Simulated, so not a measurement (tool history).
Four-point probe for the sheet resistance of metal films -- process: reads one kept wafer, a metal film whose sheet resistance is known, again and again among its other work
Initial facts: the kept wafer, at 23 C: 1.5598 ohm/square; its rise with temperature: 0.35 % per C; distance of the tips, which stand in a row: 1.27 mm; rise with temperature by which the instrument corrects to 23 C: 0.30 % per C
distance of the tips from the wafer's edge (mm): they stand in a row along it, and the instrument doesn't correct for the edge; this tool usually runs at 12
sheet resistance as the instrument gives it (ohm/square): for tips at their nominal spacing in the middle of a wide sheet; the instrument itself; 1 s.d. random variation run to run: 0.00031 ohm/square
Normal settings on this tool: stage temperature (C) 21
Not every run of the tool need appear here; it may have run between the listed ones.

run	hour	stage temperature (C)	distance of the tips from the wafer's edge (mm)	sheet resistance as the instrument gives it (ohm/square)
1	0.0	21	12	1.568638
2	20.4	21	12	1.568138
3	35.8	21	12	1.568120
4	47.9	21	12	1.568551
5	68.1	21	12	1.568137
6	87.7	21	7	1.585791
7	96.5	21	12	1.567405
8	108.0	21	12	1.568479
9	127.9	21	12	1.567553
10	144.0	21	12	1.567682
11	158.6	21	12	1.567140
12	169.9	21	12	1.567258
13	184.2	19	30	1.557978
14	198.6	28	7	1.591060
15	208.1	22	68	1.559460
16	225.9	34	14	1.576041
17	234.9	20	34	1.557846

Run 18 is up next; what results do you expect?
18	253.5	20	34	?

{"run 18": {"sheet resistance as the instrument gives it (ohm/square)": 1.55775}}
On a tool with no hidden condition, and with the same random variation, this run would have come out at sheet resistance as the instrument gives it (ohm/square) 1.557954.
